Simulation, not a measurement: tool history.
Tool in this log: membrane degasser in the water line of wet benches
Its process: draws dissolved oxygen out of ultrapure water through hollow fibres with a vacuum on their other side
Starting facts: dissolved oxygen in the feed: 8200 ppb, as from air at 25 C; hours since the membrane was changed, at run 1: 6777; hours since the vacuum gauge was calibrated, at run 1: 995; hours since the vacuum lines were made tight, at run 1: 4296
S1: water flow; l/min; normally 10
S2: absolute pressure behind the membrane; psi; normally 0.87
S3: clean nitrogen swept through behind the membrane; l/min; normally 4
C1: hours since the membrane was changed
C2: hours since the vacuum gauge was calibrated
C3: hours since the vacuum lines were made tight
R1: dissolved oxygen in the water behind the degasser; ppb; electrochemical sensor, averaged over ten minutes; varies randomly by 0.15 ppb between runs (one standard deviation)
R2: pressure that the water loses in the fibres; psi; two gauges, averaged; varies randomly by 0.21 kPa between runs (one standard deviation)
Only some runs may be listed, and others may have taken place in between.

run 1 hour=0 | S1=10 S2=0.87 S3=4 | C1=6777 C2=995 C3=4296 | R1=19.7 R2=7.329
run 2 hour=137.5 | S1=10 S2=1.327 S3=4 | C1=6915 C2=1133 C3=4434 | R1=39.5 R2=7.378
run 3 hour=268.2 | S1=10 S2=1.327 S3=2.91 | C1=7046 C2=1264 C3=4564 | R1=52.7 R2=7.38
run 4 hour=349.9 | S1=10 S2=1.327 S3=2.91 | C1=7127 C2=1345 C3=4646 | R1=52.6 R2=7.388
run 5 hour=447.3 | S1=12 S2=0.87 S3=4 | C1=7225 C2=1443 C3=4744 | R1=27.9 R2=8.827
run 6 hour=575.8 | S1=10 S2=0.87 S3=4 | C1=7353 C2=1571 C3=4872 | R1=19.7 R2=7.401
run 7 hour=715 | S1=10 S2=0.87 S3=4 | C1=7492 C2=1710 C3=5011 | R1=19.9 R2=7.398
run 8 hour=795.8 | S1=10 S2=0.87 S3=4 | C1=7573 C2=1791 C3=5092 | R1=19.8 R2=7.368
run 9 hour=892.6 | S1=10 S2=0.87 S3=4 | C1=7670 C2=1888 C3=5189 | R1=19.7 R2=7.388
run 10 hour=1030.1 | S1=10 S2=2.139 S3=4 | C1=7808 C2=2025 C3=5326 | R1=74.2 R2=7.358
run 11 hour=1119.6 | S1=10 S2=2.139 S3=4 | C1=7897 C2=2115 C3=5416 | R1=74.4 R2=7.403
run 12 hour=1244.2 | S1=10 S2=0.87 S3=4 | C1=8022 C2=2240 C3=5540 | R1=19.9 R2=7.439
run 13 hour=1337.9 | S1=10 S2=0.87 S3=4 | C1=8115 C2=2333 C3=5634 | R1=19.9 R2=7.365
run 14 hour=1486.7 | S1=10 S2=0.87 S3=4 | C1=8264 C2=2482 C3=5783 | R1=19.9 R2=7.456
run 15 hour=1572 | S1=10 S2=0.87 S3=4 | C1=8349 C2=2567 C3=5868 | R1=20 R2=7.445
run 16 hour=1672.5 | S1=10 S2=0.87 S3=4 | C1=8450 C2=2668 C3=5969 | R1=20.1 R2=7.442
run 17 hour=1826.6 | S1=12 S2=1.199 S3=10.73 | C1=8604 C2=2822 C3=6123 | R1=21.4 R2=8.914
run 18 hour=1916.3 | S1=8 S2=0.93 S3=9.27 | C1=8694 C2=2912 C3=6213 | R1=7.8 R2=5.931
run 19 hour=2087 | S1=10 S2=0.891 S3=4 | C1=8864 C2=3082 C3=6383 | R1=21 R2=7.443
run 20 hour=2192.4 | S1=15 S2=0.949 S3=1.74 | C1=8970 C2=3188 C3=6489 | R1=92 R2=11.253
-- hour=2233.8 vacuum gauge calibrated
run 21 hour=2356 | S1=15 S2=0.949 S3=1.74 | C1=9133 C2=122 C3=6652 | R1=92.6 R2=11.229
run 22 hour=2494.1 | S1=14 S2=1.61 S3=7.16 | C1=9271 C2=260 C3=6790 | R1=56 R2=10.408
run 23 hour=2621.1 | S1=9 S2=1.26 S3=4 | C1=9398 C2=387 C3=6917 | R1=32.5 R2=6.686
run 24 hour=2715.4 | S1=10 S2=0.585 S3=4.6 | C1=9492 C2=482 C3=7011 | R1=7.2 R2=7.468
run 25 hour=2879.8 | S1=6 S2=1.244 S3=4.28 | C1=9657 C2=646 C3=7176 | R1=19.5 R2=4.514
run 26 hour=2985.6 | S1=10 S2=1.959 S3=10.92 | C1=9763 C2=752 C3=7281 | R1=26.6 R2=7.477
run 27 hour=3123.4 | S1=10 S2=1.959 S3=10.92 | C1=9900 C2=890 C3=7419 | R1=26.6 R2=7.485
run 28 hour=3282.7 | S1=10 S2=1.559 S3=1.91 | C1=10060 C2=1049 C3=7578 | R1=99.4 R2=7.475
run 29 hour=3450.8 | S1=12 S2=1.559 S3=1.91 | C1=10228 C2=1217 C3=7747 | R1=123.1 R2=8.975
run 30 hour=3552 | S1=11 S2=0.87 S3=3.66 | C1=10329 C2=1318 C3=7848 | R1=25.9 R2=8.277
run 31 hour=3702.9 | S1=10 S2=0.87 S3=4.45 | C1=10480 C2=1469 C3=7999 | R1=18.9 R2=7.432

3 ways to go on from here, each from the tool as it stands after run 31. What would each give?
run A hour=3796.2 | S1=9 S2=0.87 S3=4.45 | C1=10573 C2=1562 C3=8092 | R1=? R2=?
run B hour=3796.2 | S1=10 S2=1.137 S3=4.45 | C1=10573 C2=1562 C3=8092 | R1=? R2=?
run C hour=3796.2 | S1=10 S2=0.661 S3=3.38 | C1=10573 C2=1562 C3=8092 | R1=? R2=?

run=A R1=15.9 R2=6.802
run=B R1=29 R2=7.517
run=C R1=13 R2=7.501
Take away the tool's hidden state, keep each run's random variation, and the runs would have read:
run=A R1=14.8 R2=6.47
run=B R1=27.4 R2=7.147
run=C R1=11.5 R2=7.132
